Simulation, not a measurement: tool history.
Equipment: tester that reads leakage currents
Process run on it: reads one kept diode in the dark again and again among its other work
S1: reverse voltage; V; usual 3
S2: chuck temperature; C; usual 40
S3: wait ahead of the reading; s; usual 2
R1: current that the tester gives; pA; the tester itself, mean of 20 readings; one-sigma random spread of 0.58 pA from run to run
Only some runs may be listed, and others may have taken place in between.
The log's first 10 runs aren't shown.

Run 11, hour 266.5: usual settings but S3 4.14 s. Result: R1 206.74 pA.
At hour 281.2: tester calibrated.
Run 12, hour 283.8: usual settings. Result: R1 209.96 pA.
Run 13, hour 319.8: usual settings. Result: R1 210.39 pA.
Run 14, hour 350.6: usual settings. Result: R1 209.84 pA.
Run 15, hour 366: usual settings. Result: R1 210.86 pA.
Run 16, hour 392.6: usual settings. Result: R1 209.9 pA.
At hour 402.3: chuck's temperature calibrated.
Run 17, hour 415.9: usual settings. Result: R1 192.72 pA.
Run 18, hour 447.9: usual settings. Result: R1 191.56 pA.
Run 19, hour 478.6: usual settings. Result: R1 193.63 pA.
Run 20, hour 513: usual settings but S1 2.85 V. Result: R1 189.43 pA.
Run 21, hour 531.9: usual settings but S1 1.75 V, S2 21 C, S3 1.67 s. Result: R1 31.4 pA.
Run 22, hour 556.9: usual settings but S1 3.79 V, S2 58 C. Result: R1 818.81 pA.
Run 23, hour 590.2: usual settings but S1 2.05 V, S3 3.54 s. Result: R1 164.38 pA.
Run 24, hour 623.2: usual settings but S1 4.34 V, S2 50 C, S3 0.36 s. Result: R1 490.74 pA.
Run 25, hour 643.7: usual settings but S1 4.34 V, S2 20 C, S3 0.36 s. Result: R1 45.77 pA.
Run 26, hour 659: usual settings but S1 1.2 V, S2 28 C, S3 2.9 s. Result: R1 48.93 pA.

What does the tool deliver on the next run?
Run 27, hour 676: usual settings but S1 1.2 V, S2 58 C, S3 2.9 s. Result: R1 ?.

Run 27 yielded R1 500.45 pA.
With the hidden condition absent and the run-to-run variation left alone, this run would have shown R1 501.27 pA.
